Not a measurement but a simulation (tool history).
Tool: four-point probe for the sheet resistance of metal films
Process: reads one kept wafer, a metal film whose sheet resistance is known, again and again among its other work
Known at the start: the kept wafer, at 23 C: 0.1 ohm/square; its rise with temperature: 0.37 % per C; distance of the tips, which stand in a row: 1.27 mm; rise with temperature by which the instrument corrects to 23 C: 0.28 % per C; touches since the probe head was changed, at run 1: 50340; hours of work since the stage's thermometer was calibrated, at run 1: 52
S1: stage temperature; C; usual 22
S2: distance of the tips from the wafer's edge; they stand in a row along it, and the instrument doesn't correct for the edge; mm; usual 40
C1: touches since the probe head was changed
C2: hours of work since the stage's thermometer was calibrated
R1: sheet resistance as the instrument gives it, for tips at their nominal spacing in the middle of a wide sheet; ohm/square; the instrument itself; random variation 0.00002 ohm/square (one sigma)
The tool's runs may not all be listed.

Run 1, hour 0.0: usual settings; C1 50340; C2 52. Result: R1 0.099690 ohm/square.
Run 2, hour 79.7: usual settings but S2 8 mm; C1 55440; C2 112. Result: R1 0.100917 ohm/square.
Run 3, hour 146.4: usual settings; C1 59707; C2 161. Result: R1 0.099556 ohm/square.
Run 4, hour 248.4: usual settings; C1 66235; C2 237. Result: R1 0.099514 ohm/square.
Run 5, hour 345.2: usual settings; C1 72429; C2 309. Result: R1 0.099415 ohm/square.
Run 6, hour 406.3: usual settings; C1 76342; C2 355. Result: R1 0.099344 ohm/square.
Run 7, hour 470.7: usual settings; C1 80459; C2 403. Result: R1 0.099328 ohm/square.
Run 8, hour 598.3: usual settings; C1 88628; C2 498. Result: R1 0.099222 ohm/square.
Run 9, hour 674.3: usual settings but S2 16 mm; C1 93489; C2 554. Result: R1 0.099489 ohm/square.
Run 10, hour 742.9: usual settings but S2 16 mm; C1 97879; C2 605. Result: R1 0.099409 ohm/square.
Run 11, hour 856.3: usual settings; C1 105137; C2 690. Result: R1 0.099046 ohm/square.
Run 12, hour 952.9: usual settings but S1 33 C; C1 111321; C2 762. Result: R1 0.099865 ohm/square.
Run 13, hour 1053.0: usual settings but S1 33 C; C1 117727; C2 836. Result: R1 0.099835 ohm/square.
Run 14, hour 1161.0: usual settings; C1 124639; C2 917. Result: R1 0.098813 ohm/square.
Run 15, hour 1265.5: usual settings; C1 131328; C2 994. Result: R1 0.098760 ohm/square.
At hour 1285.3: new probe head fitted.
Run 16, hour 1385.0: usual settings; C1 6380; C2 1083. Result: R1 0.099570 ohm/square.
Run 17, hour 1449.4: usual settings but S1 27 C, S2 68 mm; C1 10501; C2 1131. Result: R1 0.099942 ohm/square.
Run 18, hour 1505.1: usual settings but S1 34 C, S2 53 mm; C1 14064; C2 1172. Result: R1 0.100491 ohm/square.
Run 19, hour 1614.5: usual settings but S1 30 C, S2 15 mm; C1 21069; C2 1254. Result: R1 0.100435 ohm/square.
Run 20, hour 1676.6: usual settings but S1 26 C, S2 5 mm; C1 25041; C2 1300. Result: R1 0.103024 ohm/square.
Run 21, hour 1739.5: usual settings but S1 26 C, S2 5 mm; C1 29067; C2 1347. Result: R1 0.102954 ohm/square.
Run 22, hour 1801.0: usual settings but S2 6 mm; C1 33002; C2 1392. Result: R1 0.101545 ohm/square.
Run 23, hour 1892.3: usual settings but S2 6 mm; C1 38844; C2 1460. Result: R1 0.101509 ohm/square.
Run 24, hour 1998.9: usual settings but S1 34 C, S2 3 mm; C1 45668; C2 1540. Result: R1 0.108857 ohm/square.
Run 25, hour 2100.8: usual settings but S1 34 C, S2 3 mm; C1 52188; C2 1616. Result: R1 0.108736 ohm/square.
Run 26, hour 2179.5: usual settings but S1 21 C, S2 57 mm; C1 57226; C2 1674. Result: R1 0.098855 ohm/square.
Run 27, hour 2297.8: usual settings but S1 21 C, S2 57 mm; C1 64798; C2 1762. Result: R1 0.098759 ohm/square.
Run 28, hour 2397.8: usual settings but S1 21 C, S2 57 mm; C1 71194; C2 1837. Result: R1 0.098684 ohm/square.
At hour 2415.8: stage's thermometer calibrated.
Run 29, hour 2483.6: usual settings but S2 56 mm; C1 76654; C2 50. Result: R1 0.098987 ohm/square.

Forecast each of these 4 alternatives for the next run:
Run A, hour 2555.8: usual settings but S1 31 C, S2 7 mm; C1 81277; C2 104. Result: R1 ?.
Run B, hour 2555.8: usual settings but S1 34 C, S2 43 mm; C1 81277; C2 104. Result: R1 ?.
Run C, hour 2555.8: usual settings but S1 34 C, S2 47 mm; C1 81277; C2 104. Result: R1 ?.
Run D, hour 2555.8: usual settings but S1 18 C, S2 17 mm; C1 81277; C2 104. Result: R1 ?.

run        R1
  A  0.101380
  B  0.099942
  C  0.099977
  D  0.098864
Without the tool's hidden state the same runs would have given:
run        R1
  A  0.102411
  B  0.100959
  C  0.100994
  D  0.099872

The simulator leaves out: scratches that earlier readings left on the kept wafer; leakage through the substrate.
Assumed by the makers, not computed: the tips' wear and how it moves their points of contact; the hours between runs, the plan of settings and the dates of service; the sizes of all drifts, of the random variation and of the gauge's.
